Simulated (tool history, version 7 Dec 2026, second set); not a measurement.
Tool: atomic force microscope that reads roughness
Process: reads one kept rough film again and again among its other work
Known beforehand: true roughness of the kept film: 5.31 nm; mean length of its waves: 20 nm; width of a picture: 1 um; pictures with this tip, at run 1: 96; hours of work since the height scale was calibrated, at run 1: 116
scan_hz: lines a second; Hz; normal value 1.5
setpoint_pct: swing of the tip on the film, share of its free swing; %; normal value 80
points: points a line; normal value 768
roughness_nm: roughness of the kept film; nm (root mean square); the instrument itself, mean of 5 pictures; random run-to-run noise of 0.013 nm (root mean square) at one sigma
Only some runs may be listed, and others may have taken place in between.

run   hour  scan_hz  setpoint_pct  points  pictures with this tip  hours of work since the height scale was calibrated  roughness_nm
  1      0      1.5            80     768                      96                                                  116         1.651
  2   11.1      1.5            80     768                     104                                                  121         1.591
  3     19     1.45            80     768                     109                                                  124          1.56
  4     29     1.39            80     768                     116                                                  129         1.525
      30.2  -- new tip fitted
  5   45.4      1.5            80     768                      11                                                  136         2.838
  6   58.6      1.5            71     768                      20                                                  142          2.73
  7   73.5      1.5            69     768                      31                                                  149         2.494
  8   80.4      1.5            69     768                      36                                                  153         2.422
  9     96      1.5            65     768                      47                                                  160         2.271
 10  108.1      1.5            65     768                      55                                                  165         2.142
 11  121.4      1.5            65     768                      65                                                  171         2.026
 12  129.6      1.5            65     768                      71                                                  175         1.963
 13    138      1.5            65     768                      77                                                  179         1.902
 14  146.6      1.5            65     768                      83                                                  183         1.831
 15  161.8      1.5            65     768                      94                                                  190         1.729
 16  173.2      1.5            65     768                     102                                                  195         1.679
 17  184.3     3.36            74     434                     110                                                  201         1.437
     194.9  -- new tip fitted
 18  196.4     0.77            74     434                       1                                                  206         3.269
 19  211.1     0.55            77     492                      11                                                  213         3.037
 20  220.6     3.86            55     464                      18                                                  217         2.773
 21  228.9      1.5            80     510                      24                                                  221         2.554
 22  238.4     0.62            61     594                      31                                                  225         2.606
 23  251.9     1.21            73     624                      40                                                  232         2.353
 24  263.4     1.21            73     624                      48                                                  237         2.212
 25  274.4     1.36            62     913                      56                                                  242         2.162
 26  287.8     1.36            66     783                      66                                                  248         2.024
 27    299     0.78            82     783                      74                                                  253         1.913
 28    308     0.68            72     332                      80                                                  257         1.845
 29  318.1     0.68            70     951                      87                                                  262         1.813
 30    326     2.67            65     768                      93                                                  266         1.705
 31  334.7     1.17            87     262                      99                                                  270         1.552
 32  342.5     1.19            88     285                     105                                                  273         1.509

Hidden condition of the tool, last listed run before each entry between runs versus first listed run after:
From run 4 to run 5: new tip fitted (hour 30.2)
  radius of the tip, nm: 42 -> 13.4; height scale over the true one, %: -0.09 -> -0.11
  difference, measured minus the result without the unlogged condition, roughness_nm: -1.683 -> -0.333 nm (root mean square)
From run 17 to run 18: new tip fitted (hour 194.9)
  radius of the tip, nm: 41.1 -> 10.3; height scale over the true one, %: -0.21 -> -0.22
  difference, measured minus the result without the unlogged condition, roughness_nm: -1.542 -> -0.043 nm (root mean square)

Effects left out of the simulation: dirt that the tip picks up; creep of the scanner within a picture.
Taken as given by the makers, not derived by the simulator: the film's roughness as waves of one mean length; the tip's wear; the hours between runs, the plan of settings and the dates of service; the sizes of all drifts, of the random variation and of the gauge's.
